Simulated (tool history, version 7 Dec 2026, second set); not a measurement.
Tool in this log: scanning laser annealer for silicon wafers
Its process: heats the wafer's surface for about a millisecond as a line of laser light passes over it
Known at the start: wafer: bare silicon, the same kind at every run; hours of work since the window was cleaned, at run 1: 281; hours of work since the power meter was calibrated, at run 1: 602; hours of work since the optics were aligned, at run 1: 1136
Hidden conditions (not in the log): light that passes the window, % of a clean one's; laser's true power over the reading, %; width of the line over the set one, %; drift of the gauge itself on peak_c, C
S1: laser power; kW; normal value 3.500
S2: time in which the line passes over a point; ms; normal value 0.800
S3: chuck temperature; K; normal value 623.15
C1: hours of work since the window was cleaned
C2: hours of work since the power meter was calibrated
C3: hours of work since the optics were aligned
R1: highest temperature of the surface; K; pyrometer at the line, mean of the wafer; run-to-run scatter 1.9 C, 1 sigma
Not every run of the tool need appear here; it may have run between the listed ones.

run 1 hour=0.0 | S1=3.500 S2=0.800 S3=623.15 | C1=281 C2=602 C3=1136 | R1=1428.15
run 2 hour=30.7 | S1=3.500 S2=0.800 S3=623.15 | C1=298 C2=619 C3=1153 | R1=1427.15
run 3 hour=70.4 | S1=3.500 S2=0.800 S3=623.15 | C1=320 C2=641 C3=1175 | R1=1427.15
run 4 hour=110.5 | S1=3.500 S2=0.800 S3=623.15 | C1=342 C2=663 C3=1197 | R1=1425.15
run 5 hour=128.1 | S1=3.500 S2=0.800 S3=623.15 | C1=351 C2=672 C3=1206 | R1=1420.15
run 6 hour=163.5 | S1=3.033 S2=0.800 S3=623.15 | C1=371 C2=692 C3=1226 | R1=1307.15
run 7 hour=188.4 | S1=3.033 S2=0.800 S3=623.15 | C1=384 C2=705 C3=1239 | R1=1308.15
run 8 hour=222.6 | S1=3.033 S2=0.800 S3=623.15 | C1=403 C2=724 C3=1258 | R1=1306.15
run 9 hour=244.0 | S1=3.500 S2=0.800 S3=623.15 | C1=415 C2=736 C3=1270 | R1=1420.15
run 10 hour=271.8 | S1=3.819 S2=0.800 S3=623.15 | C1=430 C2=751 C3=1285 | R1=1491.15
run 11 hour=312.5 | S1=3.500 S2=0.800 S3=635.15 | C1=452 C2=773 C3=1307 | R1=1426.15
run 12 hour=344.0 | S1=3.500 S2=0.800 S3=623.15 | C1=469 C2=791 C3=1325 | R1=1410.15
run 13 hour=368.1 | S1=3.500 S2=0.739 S3=623.15 | C1=483 C2=804 C3=1338 | R1=1382.15
run 14 hour=400.4 | S1=3.801 S2=0.800 S3=623.15 | C1=500 C2=821 C3=1355 | R1=1480.15
run 15 hour=440.5 | S1=3.801 S2=0.800 S3=623.15 | C1=522 C2=843 C3=1377 | R1=1484.15
-- hour=448.4 optics aligned, line set to its width
run 16 hour=481.4 | S1=3.801 S2=0.800 S3=600.15 | C1=542 C2=863 C3=18 | R1=1447.15
run 17 hour=511.5 | S1=3.500 S2=0.800 S3=623.15 | C1=558 C2=879 C3=35 | R1=1399.15
run 18 hour=528.9 | S1=3.500 S2=0.577 S3=598.15 | C1=568 C2=889 C3=44 | R1=1260.15
run 19 hour=545.7 | S1=3.196 S2=0.800 S3=595.15 | C1=577 C2=898 C3=53 | R1=1300.15
run 20 hour=577.9 | S1=3.562 S2=0.889 S3=585.15 | C1=595 C2=916 C3=71 | R1=1409.15
run 21 hour=600.4 | S1=3.286 S2=0.795 S3=585.15 | C1=607 C2=928 C3=83 | R1=1302.15
run 22 hour=622.2 | S1=3.833 S2=0.741 S3=647.15 | C1=619 C2=940 C3=95 | R1=1460.15
-- hour=647.9 optics aligned, line set to its width, once more
run 23 hour=647.9 | S1=3.736 S2=0.741 S3=656.15 | C1=630 C2=951 C3=0 | R1=1469.15
run 24 hour=684.8 | S1=3.500 S2=0.757 S3=645.15 | C1=650 C2=971 C3=20 | R1=1412.15
-- hour=690.3 window over the wafer cleaned
run 25 hour=706.1 | S1=3.500 S2=0.757 S3=645.15 | C1=9 C2=982 C3=31 | R1=1464.15
run 26 hour=739.8 | S1=3.500 S2=0.955 S3=587.15 | C1=27 C2=1000 C3=49 | R1=1501.15
run 27 hour=776.0 | S1=3.380 S2=0.837 S3=623.15 | C1=47 C2=1020 C3=69 | R1=1450.15
run 28 hour=795.6 | S1=3.380 S2=0.837 S3=621.15 | C1=58 C2=1031 C3=80 | R1=1445.15
run 29 hour=833.2 | S1=3.380 S2=0.837 S3=621.15 | C1=78 C2=1052 C3=100 | R1=1443.15
run 30 hour=860.4 | S1=3.364 S2=0.840 S3=623.15 | C1=93 C2=1066 C3=115 | R1=1442.15
run 31 hour=887.6 | S1=3.364 S2=0.840 S3=623.15 | C1=108 C2=1081 C3=130 | R1=1437.15
run 32 hour=912.9 | S1=3.364 S2=0.840 S3=623.15 | C1=122 C2=1095 C3=144 | R1=1435.15
run 33 hour=947.8 | S1=3.494 S2=0.738 S3=614.15 | C1=141 C2=1114 C3=163 | R1=1408.15

4 ways to go on from here, each from the tool as it stands after run 33. What would each give?
run A hour=964.8 | S1=3.376 S2=0.738 S3=614.15 | C1=150 C2=1124 C3=172 | R1=?
run B hour=964.8 | S1=3.494 S2=0.738 S3=662.15 | C1=150 C2=1124 C3=172 | R1=?
run C hour=964.8 | S1=3.682 S2=0.913 S3=630.15 | C1=150 C2=1124 C3=172 | R1=?
run D hour=964.8 | S1=3.494 S2=0.957 S3=614.15 | C1=150 C2=1124 C3=172 | R1=?

run=A R1=1380.15
run=B R1=1455.15
run=C R1=1561.15
run=D R1=1515.15
Without the tool's unlogged condition, the same runs would have read:
run=A R1=1399.15
run=B R1=1475.15
run=C R1=1584.15
run=D R1=1538.15
